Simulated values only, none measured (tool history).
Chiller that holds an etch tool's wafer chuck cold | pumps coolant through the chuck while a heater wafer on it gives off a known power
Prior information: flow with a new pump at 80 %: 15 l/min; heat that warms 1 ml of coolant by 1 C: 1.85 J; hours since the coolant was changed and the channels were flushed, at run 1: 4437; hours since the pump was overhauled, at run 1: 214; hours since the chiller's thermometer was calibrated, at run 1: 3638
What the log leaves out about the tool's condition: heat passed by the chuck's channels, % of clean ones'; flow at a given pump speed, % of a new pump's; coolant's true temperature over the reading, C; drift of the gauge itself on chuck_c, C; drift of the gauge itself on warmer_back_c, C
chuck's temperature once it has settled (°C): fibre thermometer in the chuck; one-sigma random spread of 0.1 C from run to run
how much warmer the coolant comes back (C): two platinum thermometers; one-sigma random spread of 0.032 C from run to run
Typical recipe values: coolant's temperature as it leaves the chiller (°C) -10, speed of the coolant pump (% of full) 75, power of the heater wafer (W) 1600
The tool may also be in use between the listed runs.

| run | day | coolant's temperature as it leaves the chiller (°C) | speed of the coolant pump (% of full) | power of the heater wafer (W) | hours since the coolant was changed and the channels were flushed | hours since the pump was overhauled | hours since the chiller's thermometer was calibrated | chuck's temperature once it has settled (°C) | how much warmer the coolant comes back (C) |
|---|---|---|---|---|---|---|---|---|---|
| 1 | 0 | -10 | 75 | 1600 | 4437 | 214 | 3638 | 1.7 | 3.75 |
| 2 | 5.046 | -10 | 75 | 1600 | 4558 | 335 | 3759 | 2 | 3.75 |
| 3 | 9.488 | -10 | 75 | 1600 | 4664 | 442 | 3865 | 2 | 3.71 |
|  | 14.529 | coolant changed, channels flushed |
| 4 | 18 | -10 | 75 | 1600 | 83 | 640 | 4064 | 1.2 | 3.73 |
| 5 | 22.796 | -10 | 75 | 1600 | 198 | 755 | 4179 | 1.5 | 3.75 |
| 6 | 29.083 | -10 | 75 | 1600 | 349 | 906 | 4330 | 1.4 | 3.78 |
| 7 | 37.104 | -10 | 75 | 1600 | 542 | 1099 | 4522 | 1.6 | 3.75 |
| 8 | 44.038 | -10 | 75 | 1600 | 708 | 1265 | 4689 | 1.7 | 3.83 |
| 9 | 49.808 | -10 | 75 | 1600 | 847 | 1404 | 4827 | 1.4 | 3.88 |
| 10 | 55.754 | -10 | 75 | 1600 | 989 | 1546 | 4970 | 1.8 | 3.84 |
| 11 | 60.633 | -10 | 88 | 1600 | 1107 | 1664 | 5087 | 0.5 | 3.29 |
| 12 | 68.054 | -10 | 88 | 1600 | 1285 | 1842 | 5265 | 0.6 | 3.24 |
| 13 | 72.071 | 0 | 75 | 1600 | 1381 | 1938 | 5361 | 11.8 | 3.95 |
| 14 | 77.262 | -10 | 75 | 1600 | 1506 | 2063 | 5486 | 1.9 | 3.85 |
|  | 81.425 | chiller's thermometer calibrated |
| 15 | 83.471 | -5 | 75 | 1600 | 1654 | 2211 | 49 | 6.2 | 3.9 |
| 16 | 91.638 | -5 | 75 | 964 | 1850 | 2407 | 245 | 1.8 | 2.36 |
| 17 | 98.975 | -5 | 75 | 964 | 2026 | 2583 | 421 | 2 | 2.38 |
| 18 | 106.425 | -5 | 93 | 1397 | 2204 | 2762 | 600 | 3.7 | 2.79 |
| 19 | 109.971 | -5 | 93 | 1397 | 2290 | 2847 | 685 | 3.7 | 2.76 |
| 20 | 115.592 | -4 | 77 | 1368 | 2425 | 2982 | 820 | 5.7 | 3.35 |
| 21 | 119.133 | -4 | 77 | 1368 | 2510 | 3067 | 905 | 5.8 | 3.32 |
| 22 | 123.825 | -13 | 61 | 2325 | 2622 | 3179 | 1018 | 6.6 | 7.26 |
| 23 | 128.35 | -2 | 94 | 2108 | 2731 | 3288 | 1126 | 11.2 | 4.16 |
| 24 | 136.654 | 0 | 75 | 1600 | 2930 | 3487 | 1325 | 11.9 | 4.05 |
| 25 | 144.746 | -11 | 65 | 1600 | 3124 | 3681 | 1520 | 2.2 | 4.7 |
| 26 | 150.658 | -11 | 65 | 1600 | 3266 | 3823 | 1662 | 2.4 | 4.75 |
| 27 | 158.879 | -14 | 72 | 1600 | 3463 | 4020 | 1859 | -1.7 | 4.23 |
| 28 | 163.367 | -3 | 64 | 1366 | 3571 | 4128 | 1967 | 8.6 | 4.13 |
| 29 | 171.371 | -12 | 82 | 1195 | 3763 | 4320 | 2159 | -3.4 | 2.74 |
| 30 | 179.608 | -14 | 76 | 802 | 3961 | 4518 | 2356 | -7.7 | 2.03 |
| 31 | 184.496 | -14 | 76 | 802 | 4078 | 4635 | 2474 | -7.7 | 2.05 |
| 32 | 191.108 | -14 | 76 | 1755 | 4237 | 4794 | 2632 | -0.7 | 4.51 |
| 33 | 197.292 | -16 | 75 | 819 | 4385 | 4942 | 2781 | -9.6 | 2.14 |

What if the next run were any one of these 3? Each begins from the tool's condition after run 33:
| A | 201.308 | -16 | 87 | 898 | 4482 | 5039 | 2877 | ? | ? |
| B | 201.308 | -17 | 84 | 1600 | 4482 | 5039 | 2877 | ? | ? |
| C | 201.308 | -10 | 65 | 1378 | 4482 | 5039 | 2877 | ? | ? |

| run | chuck's temperature once it has settled (°C) | how much warmer the coolant comes back (C) |
|---|---|---|
| A | -9.5 | 2.04 |
| B | -5.4 | 3.67 |
| C | 2.1 | 4.2 |
What these runs would have given with no unlogged condition in the tool:
| run | chuck's temperature once it has settled (°C) | how much warmer the coolant comes back (C) |
|---|---|---|
| A | -10.7 | 1.81 |
| B | -7.3 | 3.25 |
| C | 0.1 | 3.71 |
